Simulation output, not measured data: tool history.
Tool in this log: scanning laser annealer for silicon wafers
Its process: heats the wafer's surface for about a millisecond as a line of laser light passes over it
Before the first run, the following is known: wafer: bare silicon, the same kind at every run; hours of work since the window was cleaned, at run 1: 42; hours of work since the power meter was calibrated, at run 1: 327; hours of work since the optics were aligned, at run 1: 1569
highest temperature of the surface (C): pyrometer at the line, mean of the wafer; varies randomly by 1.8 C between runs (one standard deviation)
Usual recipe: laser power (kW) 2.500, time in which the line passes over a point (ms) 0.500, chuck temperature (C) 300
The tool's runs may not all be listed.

run   hour  laser power (kW)  time in which the line passes over a point (ms)  chuck temperature (C)  hours of work since the window was cleaned  hours of work since the power meter was calibrated  hours of work since the optics were aligned  highest temperature of the surface (C)
  1    0.0             2.500                                            0.500                    300                                          42                                                 327                                         1569                                    1030
  2   11.1             2.500                                            0.500                    300                                          48                                                 332                                         1574                                    1033
  3   27.8             2.713                                            0.500                    300                                          56                                                 340                                         1582                                    1109
  4   38.2             2.713                                            0.500                    300                                          61                                                 345                                         1588                                    1108
  5   49.8             2.500                                            0.500                    265                                          67                                                 351                                         1593                                     993
  6   67.9             2.201                                            0.500                    300                                          76                                                 360                                         1602                                     927
  7   79.0             2.201                                            0.500                    300                                          81                                                 365                                         1608                                     921
  8   96.2             2.500                                            0.427                    300                                          90                                                 374                                         1616                                     978
  9  113.3             2.500                                            0.427                    300                                          98                                                 382                                         1624                                     972
 10  126.1             2.500                                            0.427                    300                                         104                                                 389                                         1631                                     979
 11  134.2             2.500                                            0.427                    300                                         108                                                 393                                         1635                                     975
 12  151.9             2.500                                            0.427                    300                                         117                                                 401                                         1643                                     976
 13  159.6             2.500                                            0.427                    300                                         121                                                 405                                         1647                                     975
 14  177.7             2.500                                            0.427                    300                                         130                                                 414                                         1656                                     975
 15  193.4             2.500                                            0.427                    300                                         137                                                 422                                         1664                                     971
     211.7  -- optics aligned, line set to its width
 16  213.4             2.500                                            0.427                    300                                         145                                                 429                                            1                                     979
 17  223.5             2.247                                            0.571                    327                                         150                                                 434                                            6                                    1013
 18  240.4             2.247                                            0.584                    262                                         158                                                 442                                           14                                     952
 19  254.4             2.289                                            0.584                    311                                         165                                                 449                                           21                                    1019
 20  266.8             2.303                                            0.545                    314                                         171                                                 455                                           27                                    1005
 21  284.9             2.500                                            0.500                    316                                         180                                                 464                                           36                                    1047
 22  297.2             2.706                                            0.601                    276                                         186                                                 470                                           42                                    1158
 23  310.7             2.500                                            0.421                    301                                         193                                                 477                                           49                                     976
 24  321.7             2.145                                            0.533                    304                                         198                                                 482                                           54                                     928
 25  329.3             2.192                                            0.480                    304                                         202                                                 486                                           58                                     916
 26  346.2             2.249                                            0.456                    332                                         210                                                 494                                           66                                     949
 27  354.0             2.249                                            0.456                    332                                         214                                                 498                                           70                                     944

Below are 3 alternative next runs, each starting from the tool's condition after run 27. Predict each:
  A  367.1             2.516                                            0.500                    291                                         220                                                 505                                           76                                       ?
  B  367.1             2.458                                            0.355                    271                                         220                                                 505                                           76                                       ?
  C  367.1             2.500                                            0.553                    329                                         220                                                 505                                           76                                       ?

run  highest temperature of the surface (C)
  A                                    1028
  B                                     880
  C                                    1093
With the hidden condition removed and each run's random variation left untouched, the same runs would have given:
run  highest temperature of the surface (C)
  A                                    1036
  B                                     887
  C                                    1102
